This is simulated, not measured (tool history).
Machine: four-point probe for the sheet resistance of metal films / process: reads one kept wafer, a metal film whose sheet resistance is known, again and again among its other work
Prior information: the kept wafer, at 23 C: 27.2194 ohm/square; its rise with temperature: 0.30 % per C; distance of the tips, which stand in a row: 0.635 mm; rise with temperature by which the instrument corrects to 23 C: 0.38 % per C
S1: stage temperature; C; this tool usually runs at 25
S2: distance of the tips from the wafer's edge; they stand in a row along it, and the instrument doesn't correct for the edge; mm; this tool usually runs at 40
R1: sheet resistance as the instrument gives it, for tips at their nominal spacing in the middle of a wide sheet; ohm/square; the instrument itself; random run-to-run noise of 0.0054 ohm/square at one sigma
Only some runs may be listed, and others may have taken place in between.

| run | hour | S1 | S2 | R1 |
|---|---|---|---|---|
| 1 | 0.0 | 25 | 40 | 27.109885 |
| 2 | 53.0 | 25 | 38 | 27.108348 |
| 3 | 104.1 | 25 | 38 | 27.114270 |
| 4 | 154.7 | 25 | 63 | 27.106740 |
| 5 | 211.3 | 25 | 40 | 27.109185 |
| 6 | 248.4 | 25 | 13 | 27.133503 |
| 7 | 277.7 | 25 | 13 | 27.134877 |
| 8 | 329.7 | 25 | 13 | 27.136446 |
| 9 | 367.3 | 25 | 13 | 27.131221 |
|  | 372.3 | stage's thermometer calibrated |
| 10 | 399.7 | 19 | 14 | 27.273577 |
| 11 | 446.0 | 19 | 14 | 27.250884 |
| 12 | 494.6 | 27 | 4 | 27.426312 |
| 13 | 532.4 | 27 | 4 | 27.414862 |
| 14 | 575.4 | 27 | 4 | 27.428119 |
|  | 584.5 | stage's thermometer calibrated, once more |
| 15 | 626.6 | 27 | 4 | 27.397799 |
| 16 | 687.6 | 27 | 4 | 27.389048 |

For each run, the measured value with the value that run would have given without the tool's hidden condition subtracted. The run-to-run variation is shared by both, the gauge scatter possibly not:
Hidden state at play: inner tips' distance over the nominal, %; tips' flats over new ones', %; wafer's true temperature over the reading, C; drift of the gauge itself on sheet_ohm, %.
| run | R1 |
|---|---|
| 1 | -0.066694 |
| 2 | -0.068223 |
| 3 | -0.069633 |
| 4 | -0.071226 |
| 5 | -0.072834 |
| 6 | -0.074107 |
| 7 | -0.075038 |
| 8 | -0.076651 |
| 9 | -0.077805 |
| 10 | -0.073422 |
| 11 | -0.074882 |
| 12 | -0.077372 |
| 13 | -0.078456 |
| 14 | -0.079754 |
| 15 | -0.098831 |
| 16 | -0.100870 |
